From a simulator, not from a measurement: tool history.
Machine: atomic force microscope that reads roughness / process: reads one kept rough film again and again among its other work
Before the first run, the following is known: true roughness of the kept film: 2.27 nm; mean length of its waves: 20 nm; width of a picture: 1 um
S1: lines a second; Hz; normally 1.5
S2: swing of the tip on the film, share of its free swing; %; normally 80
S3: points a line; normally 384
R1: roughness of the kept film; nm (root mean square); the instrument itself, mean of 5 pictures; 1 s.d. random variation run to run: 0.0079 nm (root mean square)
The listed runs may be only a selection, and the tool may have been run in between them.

run,day,S1,S2,S3,R1
1,0,1.5,80,384,1.52
2,0.517,1.5,80,384,1.497
3,0.854,1.5,56,384,1.565
4,1.346,1.5,56,384,1.543
5,1.908,1.5,56,384,1.522
6,2.238,1.5,56,384,1.516
7,2.675,1.5,56,384,1.5
8,3.079,1.5,80,384,1.409
9,3.692,1.5,80,384,1.395
# day 3.808: new tip fitted
10,4.304,3.72,80,384,1.493
11,4.825,3.72,80,384,1.463
12,5.404,3.08,80,384,1.473
13,5.812,3.08,80,384,1.466
14,6.146,1.5,56,384,1.612
15,6.671,3.66,62,413,1.533
16,7.088,3.66,62,413,1.522
17,7.404,1.12,85,796,1.516
18,7.875,1.5,75,384,1.499
19,8.283,1.5,75,384,1.484
20,8.65,2.53,64,347,1.477
21,8.983,0.56,64,313,1.505
22,9.438,0.56,64,313,1.491
23,9.992,1.5,87,691,1.381
24,10.638,1.16,81,902,1.414
25,11.196,1.63,87,685,1.329

Predict each of these 5 candidate next runs independently; none follows another, all start after run 25:
# day 11.658: new tip fitted
A,11.825,1.5,64,384,?
# day 11.658: new tip fitted
B,11.825,2.37,80,384,?
# day 11.658: new tip fitted
C,11.825,1.5,80,541,?
# day 11.658: new tip fitted
D,11.825,2.36,80,384,?
# day 11.658: new tip fitted
E,11.825,1.5,86,384,?

run,R1
A,1.746
B,1.635
C,1.702
D,1.622
E,1.663
Take away the tool's hidden state, keep each run's random variation, and the runs would have read:
run,R1
A,1.769
B,1.657
C,1.725
D,1.644
E,1.685
